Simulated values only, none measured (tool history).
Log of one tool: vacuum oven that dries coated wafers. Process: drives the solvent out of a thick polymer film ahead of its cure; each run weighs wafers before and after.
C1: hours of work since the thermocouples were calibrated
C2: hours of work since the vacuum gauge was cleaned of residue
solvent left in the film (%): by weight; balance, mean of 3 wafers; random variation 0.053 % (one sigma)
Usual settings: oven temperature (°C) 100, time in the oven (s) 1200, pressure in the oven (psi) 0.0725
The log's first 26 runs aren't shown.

run 27 hour=1596.0 | oven_temperature_(°C)=89 time_in_the_oven_(s)=1200 pressure_in_the_oven_(psi)=0.0879 | C1=293 C2=2437 | solvent_left_in_the_film_(%)=5.73
run 28 hour=1661.4 | oven_temperature_(°C)=96 time_in_the_oven_(s)=1020 pressure_in_the_oven_(psi)=0.1176 | C1=325 C2=2470 | solvent_left_in_the_film_(%)=4.88
run 29 hour=1722.9 | oven_temperature_(°C)=96 time_in_the_oven_(s)=900 pressure_in_the_oven_(psi)=0.2657 | C1=356 C2=2501 | solvent_left_in_the_film_(%)=5.41
run 30 hour=1775.3 | oven_temperature_(°C)=96 time_in_the_oven_(s)=900 pressure_in_the_oven_(psi)=0.2657 | C1=382 C2=2527 | solvent_left_in_the_film_(%)=5.48
-- hour=1815.6 vacuum gauge cleaned of residue and calibrated
run 31 hour=1850.0 | oven_temperature_(°C)=102 time_in_the_oven_(s)=1200 pressure_in_the_oven_(psi)=0.1194 | C1=419 C2=17 | solvent_left_in_the_film_(%)=2.79
run 32 hour=1896.5 | oven_temperature_(°C)=100 time_in_the_oven_(s)=1200 pressure_in_the_oven_(psi)=0.2515 | C1=442 C2=41 | solvent_left_in_the_film_(%)=3.44
run 33 hour=1932.7 | oven_temperature_(°C)=100 time_in_the_oven_(s)=1080 pressure_in_the_oven_(psi)=0.1037 | C1=461 C2=59 | solvent_left_in_the_film_(%)=3.64
run 34 hour=1973.7 | oven_temperature_(°C)=98 time_in_the_oven_(s)=1200 pressure_in_the_oven_(psi)=0.0725 | C1=481 C2=79 | solvent_left_in_the_film_(%)=3.55
run 35 hour=2039.8 | oven_temperature_(°C)=104 time_in_the_oven_(s)=900 pressure_in_the_oven_(psi)=0.0725 | C1=514 C2=112 | solvent_left_in_the_film_(%)=3.42
run 36 hour=2090.8 | oven_temperature_(°C)=104 time_in_the_oven_(s)=900 pressure_in_the_oven_(psi)=0.0725 | C1=540 C2=138 | solvent_left_in_the_film_(%)=3.45
run 37 hour=2142.3 | oven_temperature_(°C)=104 time_in_the_oven_(s)=900 pressure_in_the_oven_(psi)=0.0725 | C1=566 C2=164 | solvent_left_in_the_film_(%)=3.51
run 38 hour=2213.3 | oven_temperature_(°C)=113 time_in_the_oven_(s)=900 pressure_in_the_oven_(psi)=0.0996 | C1=601 C2=199 | solvent_left_in_the_film_(%)=1.93
run 39 hour=2258.5 | oven_temperature_(°C)=113 time_in_the_oven_(s)=1860 pressure_in_the_oven_(psi)=0.0738 | C1=624 C2=222 | solvent_left_in_the_film_(%)=0.34
run 40 hour=2298.1 | oven_temperature_(°C)=113 time_in_the_oven_(s)=1860 pressure_in_the_oven_(psi)=0.0738 | C1=644 C2=242 | solvent_left_in_the_film_(%)=0.33
run 41 hour=2374.9 | oven_temperature_(°C)=92 time_in_the_oven_(s)=1260 pressure_in_the_oven_(psi)=0.0396 | C1=682 C2=280 | solvent_left_in_the_film_(%)=4.49
run 42 hour=2456.1 | oven_temperature_(°C)=107 time_in_the_oven_(s)=1200 pressure_in_the_oven_(psi)=0.0995 | C1=723 C2=321 | solvent_left_in_the_film_(%)=1.88

Forecast each of these 4 alternatives for the next run:
run A hour=2537.0 | oven_temperature_(°C)=100 time_in_the_oven_(s)=1200 pressure_in_the_oven_(psi)=0.0379 | C1=763 C2=361 | solvent_left_in_the_film_(%)=?
run B hour=2537.0 | oven_temperature_(°C)=108 time_in_the_oven_(s)=780 pressure_in_the_oven_(psi)=0.0995 | C1=763 C2=361 | solvent_left_in_the_film_(%)=?
run C hour=2537.0 | oven_temperature_(°C)=92 time_in_the_oven_(s)=1260 pressure_in_the_oven_(psi)=0.0435 | C1=763 C2=361 | solvent_left_in_the_film_(%)=?
run D hour=2537.0 | oven_temperature_(°C)=102 time_in_the_oven_(s)=1140 pressure_in_the_oven_(psi)=0.1046 | C1=763 C2=361 | solvent_left_in_the_film_(%)=?

run=A solvent_left_in_the_film_(%)=3.00
run=B solvent_left_in_the_film_(%)=3.15
run=C solvent_left_in_the_film_(%)=4.50
run=D solvent_left_in_the_film_(%)=2.89
Without the tool's hidden state the same runs would have given:
run=A solvent_left_in_the_film_(%)=3.20
run=B solvent_left_in_the_film_(%)=3.35
run=C solvent_left_in_the_film_(%)=4.71
run=D solvent_left_in_the_film_(%)=3.09
